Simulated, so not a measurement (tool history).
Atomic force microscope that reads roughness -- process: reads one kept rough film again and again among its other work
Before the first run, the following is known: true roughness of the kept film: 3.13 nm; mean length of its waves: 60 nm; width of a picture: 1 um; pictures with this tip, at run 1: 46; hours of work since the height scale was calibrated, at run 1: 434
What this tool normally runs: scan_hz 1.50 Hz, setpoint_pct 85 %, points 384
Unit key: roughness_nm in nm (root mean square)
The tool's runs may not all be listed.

run,hour,scan_hz,setpoint_pct,points,pictures with this tip,hours of work since the height scale was calibrated,roughness_nm
1,0.0,1.50,85,384,46,434,2.872
2,14.2,1.50,85,384,64,445,2.852
3,30.2,1.50,85,961,85,456,2.842
4,45.3,1.50,85,961,104,468,2.860
5,60.8,1.50,85,961,124,479,2.838
6,71.4,1.50,85,961,137,487,2.828
7,85.5,1.13,85,384,155,497,2.871
8,97.4,1.13,85,384,171,506,2.865
9,106.2,1.13,60,384,182,512,2.959
10,116.2,1.13,60,384,194,519,2.959
# hour 129.6: new tip fitted
11,129.6,1.13,60,384,0,529,3.039
12,139.8,1.13,60,384,13,536,3.024
13,155.5,1.13,60,384,33,548,3.017
14,170.4,1.50,68,384,52,559,2.971
15,179.0,1.50,68,384,63,565,2.962
16,195.1,1.50,68,384,84,577,2.955
17,203.9,0.93,85,384,95,583,2.906
18,211.2,2.31,85,311,104,588,2.737
19,219.0,2.31,85,311,114,594,2.736
20,227.1,1.98,62,451,124,600,2.952
21,240.4,0.89,70,770,141,610,2.965
22,247.4,0.89,70,770,150,615,2.961
23,261.7,1.50,63,384,169,625,2.940
24,273.8,1.50,63,384,184,634,2.941
25,282.6,1.50,79,384,195,641,2.845
26,293.0,1.50,79,384,208,648,2.831
# hour 295.2: new tip fitted
27,309.7,2.20,66,488,18,660,2.963
28,323.3,1.50,85,653,36,670,2.858
29,330.7,3.09,77,387,45,675,2.796
30,345.9,1.92,85,384,64,686,2.796
31,360.1,0.66,85,884,82,697,2.959
32,370.9,1.09,57,421,96,705,3.015
33,386.6,1.03,77,726,116,716,2.938
34,403.0,1.50,64,953,137,728,2.968

The same runs without the tool's hidden state, with the same run-to-run variation:
The tool's hidden condition here consists of: radius of the tip, nm; height scale over the true one, %; drift of the gauge itself on roughness_nm, %.
run,roughness_nm
1,2.884
2,2.871
3,2.869
4,2.894
5,2.880
6,2.875
7,2.925
8,2.924
9,3.025
10,3.030
11,3.038
12,3.028
13,3.030
14,2.992
15,2.986
16,2.988
17,2.942
18,2.774
19,2.776
20,3.000
21,3.021
22,3.019
23,3.006
24,3.013
25,2.918
26,2.910
27,2.964
28,2.866
29,2.807
30,2.814
31,2.985
32,3.047
33,2.977
34,3.017

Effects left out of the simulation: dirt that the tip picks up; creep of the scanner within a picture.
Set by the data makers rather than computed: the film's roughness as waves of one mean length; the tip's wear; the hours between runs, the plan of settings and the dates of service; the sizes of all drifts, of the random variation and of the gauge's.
